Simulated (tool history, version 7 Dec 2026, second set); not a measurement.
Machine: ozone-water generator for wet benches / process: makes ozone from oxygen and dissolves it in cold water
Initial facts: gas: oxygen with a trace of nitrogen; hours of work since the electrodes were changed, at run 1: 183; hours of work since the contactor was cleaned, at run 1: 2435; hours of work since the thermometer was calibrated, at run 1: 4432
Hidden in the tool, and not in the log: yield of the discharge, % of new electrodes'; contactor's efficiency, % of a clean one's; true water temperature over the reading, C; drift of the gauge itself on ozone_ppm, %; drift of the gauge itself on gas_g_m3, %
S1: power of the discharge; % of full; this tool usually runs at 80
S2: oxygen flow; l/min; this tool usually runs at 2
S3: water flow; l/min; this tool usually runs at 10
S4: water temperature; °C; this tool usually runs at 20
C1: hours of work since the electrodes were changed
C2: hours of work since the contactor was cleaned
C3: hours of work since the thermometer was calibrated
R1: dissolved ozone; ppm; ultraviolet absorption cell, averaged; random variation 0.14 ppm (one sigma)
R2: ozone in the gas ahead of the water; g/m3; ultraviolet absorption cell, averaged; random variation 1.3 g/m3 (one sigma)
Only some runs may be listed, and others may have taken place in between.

| run | day | S1 | S2 | S3 | S4 | C1 | C2 | C3 | R1 | R2 |
|---|---|---|---|---|---|---|---|---|---|---|
| 1 | 0 | 80 | 2 | 10 | 20 | 183 | 2435 | 4432 | 15.1 | 229.5 |
| 2 | 1.138 | 69 | 2 | 10 | 20 | 206 | 2458 | 4455 | 13.7 | 208.4 |
| 3 | 3.417 | 80 | 2 | 10 | 20 | 252 | 2504 | 4501 | 15.1 | 231.4 |
| 4 | 5.175 | 80 | 2 | 10 | 20 | 287 | 2540 | 4537 | 14.8 | 230.1 |
| 5 | 6.554 | 80 | 2 | 10 | 12 | 315 | 2567 | 4565 | 16.6 | 229.9 |
| 6 | 8.021 | 80 | 2 | 10 | 12 | 345 | 2597 | 4594 | 16.6 | 228.8 |
| 7 | 10.3 | 80 | 2 | 10 | 12 | 391 | 2643 | 4640 | 16.5 | 228.2 |
| 8 | 12.171 | 80 | 2 | 10 | 12 | 429 | 2681 | 4678 | 16.6 | 229.9 |
|  | 12.533 | contactor cleaned |
| 9 | 13.912 | 57 | 2 | 10 | 20 | 460 | 28 | 4710 | 11.4 | 181.6 |
| 10 | 15.346 | 80 | 2 | 10 | 20 | 489 | 57 | 4739 | 14.3 | 227.8 |
| 11 | 16.417 | 80 | 2 | 10 | 20 | 511 | 78 | 4760 | 14.4 | 228.8 |
|  | 16.588 | water thermometer calibrated |
|  | 17.104 | contactor cleaned, once more |
| 12 | 18.542 | 80 | 2 | 10 | 20 | 550 | 29 | 36 | 15.4 | 227.9 |
| 13 | 20.429 | 80 | 2 | 10 | 20 | 588 | 67 | 74 | 15.5 | 226.1 |
| 14 | 21.525 | 80 | 2 | 10 | 20 | 610 | 89 | 96 | 15.5 | 226.8 |
| 15 | 22.721 | 89 | 1.57 | 10 | 25 | 634 | 113 | 120 | 14.8 | 267.2 |
| 16 | 25.1 | 80 | 2 | 10 | 21 | 682 | 161 | 168 | 15.4 | 226.2 |
| 17 | 27.121 | 59 | 2.7 | 10 | 20 | 723 | 202 | 209 | 13.3 | 165.2 |
| 18 | 29.383 | 59 | 2.7 | 10 | 20 | 769 | 248 | 255 | 13.5 | 163.9 |
| 19 | 30.675 | 45 | 2 | 13 | 20 | 795 | 274 | 281 | 8.3 | 153.7 |
| 20 | 31.696 | 45 | 2 | 9 | 16 | 816 | 295 | 302 | 11.9 | 155.3 |
| 21 | 33.504 | 45 | 2 | 9 | 16 | 852 | 331 | 338 | 12 | 153.6 |
| 22 | 35.817 | 45 | 2 | 9 | 16 | 899 | 378 | 385 | 12.1 | 152.2 |

3 options for the next run, each taken on its own from the tool as it stands now. Forecast them:
| A | 38.121 | 45 | 1.67 | 10 | 12 | 945 | 424 | 431 | ? | ? |
| B | 38.121 | 68 | 2 | 10 | 20 | 945 | 424 | 431 | ? | ? |
| C | 38.121 | 53 | 2 | 9 | 16 | 945 | 424 | 431 | ? | ? |

| run | R1 | R2 |
|---|---|---|
| A | 10.9 | 167.1 |
| B | 13.9 | 200.9 |
| C | 13.3 | 173.2 |
Stripped of hidden state, with their random variation kept, the same runs would have yielded:
| run | R1 | R2 |
|---|---|---|
| A | 11.2 | 169.6 |
| B | 14.3 | 205.1 |
| C | 13.7 | 176.2 |

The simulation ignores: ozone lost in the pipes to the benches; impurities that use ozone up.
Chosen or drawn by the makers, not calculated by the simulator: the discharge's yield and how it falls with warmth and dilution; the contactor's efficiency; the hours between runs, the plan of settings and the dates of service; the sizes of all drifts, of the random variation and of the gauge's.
